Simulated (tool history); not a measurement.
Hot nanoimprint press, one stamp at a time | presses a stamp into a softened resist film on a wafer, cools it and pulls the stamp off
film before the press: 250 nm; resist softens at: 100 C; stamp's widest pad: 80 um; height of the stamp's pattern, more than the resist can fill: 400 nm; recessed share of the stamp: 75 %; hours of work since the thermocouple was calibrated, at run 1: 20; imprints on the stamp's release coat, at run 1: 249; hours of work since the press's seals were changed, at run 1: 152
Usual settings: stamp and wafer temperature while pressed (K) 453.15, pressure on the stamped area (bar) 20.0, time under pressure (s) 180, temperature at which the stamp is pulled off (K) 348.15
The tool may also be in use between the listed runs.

run   hour  stamp and wafer temperature while pressed (K)  pressure on the stamped area (bar)  time under pressure (s)  temperature at which the stamp is pulled off (K)  hours of work since the thermocouple was calibrated  imprints on the stamp's release coat  hours of work since the press's seals were changed  resist left under the stamp's widest pad (angstrom)  greatest force while the stamp is pulled off (N)
  1    0.0                                         453.15                                20.0                      180                                            348.15                                                   20                                   249                                                 152                                                 1188                                               230
  2   11.9                                         453.15                                20.0                      180                                            353.15                                                   26                                   277                                                 157                                                 1190                                               225
  3   18.3                                         453.15                                20.0                      180                                            350.15                                                   29                                   293                                                 161                                                 1175                                               234
  4   25.7                                         453.15                                20.0                      180                                            350.15                                                   33                                   311                                                 164                                                 1179                                               223
  5   38.1                                         453.15                                31.3                      180                                            348.15                                                   39                                   341                                                 170                                                  896                                               245
  6   52.4                                         453.15                                31.3                      180                                            348.15                                                   46                                   375                                                 177                                                  912                                               234
  7   67.5                                         453.15                                31.3                      180                                            348.15                                                   53                                   412                                                 185                                                  905                                               247
  8   74.9                                         458.15                                29.6                      102                                            348.15                                                   57                                   430                                                 188                                                  937                                               238
  9   85.4                                         458.15                                29.6                      102                                            348.15                                                   62                                   455                                                 193                                                  954                                               242
 10   96.5                                         458.15                                29.6                      102                                            348.15                                                   67                                   482                                                 199                                                  931                                               242
 11  109.9                                         458.15                                19.5                      102                                            342.15                                                   74                                   514                                                 205                                                 1196                                               252
 12  121.7                                         458.15                                19.5                      102                                            342.15                                                   80                                   543                                                 211                                                 1199                                               262
 13  136.4                                         444.15                                14.8                      328                                            342.15                                                   87                                   578                                                 219                                                 1638                                               251
 14  148.9                                         453.15                                31.6                      180                                            355.15                                                   93                                   608                                                 225                                                  914                                               249

Forecast each of these 5 alternatives for the next run:
  A  156.9                                         453.15                                19.2                      190                                            355.15                                                   97                                   628                                                 229                                                    ?                                                 ?
  B  156.9                                         465.15                                31.6                      180                                            352.15                                                   97                                   628                                                 229                                                    ?                                                 ?
  C  156.9                                         453.15                                15.1                      143                                            339.15                                                   97                                   628                                                 229                                                    ?                                                 ?
  D  156.9                                         453.15                                13.8                      103                                            348.15                                                   97                                   628                                                 229                                                    ?                                                 ?
  E  156.9                                         453.15                                14.5                      119                                            351.15                                                   97                                   628                                                 229                                                    ?                                                 ?

run  resist left under the stamp's widest pad (angstrom)  greatest force while the stamp is pulled off (N)
  A                                                 1182                                               224
  B                                                  575                                               253
  C                                                 1458                                               266
  D                                                 1666                                               257
  E                                                 1574                                               245
Without the tool's hidden state the same runs would have given:
run  resist left under the stamp's widest pad (angstrom)  greatest force while the stamp is pulled off (N)
  A                                                 1171                                               197
  B                                                  567                                               222
  C                                                 1447                                               233
  D                                                 1655                                               226
  E                                                 1563                                               215
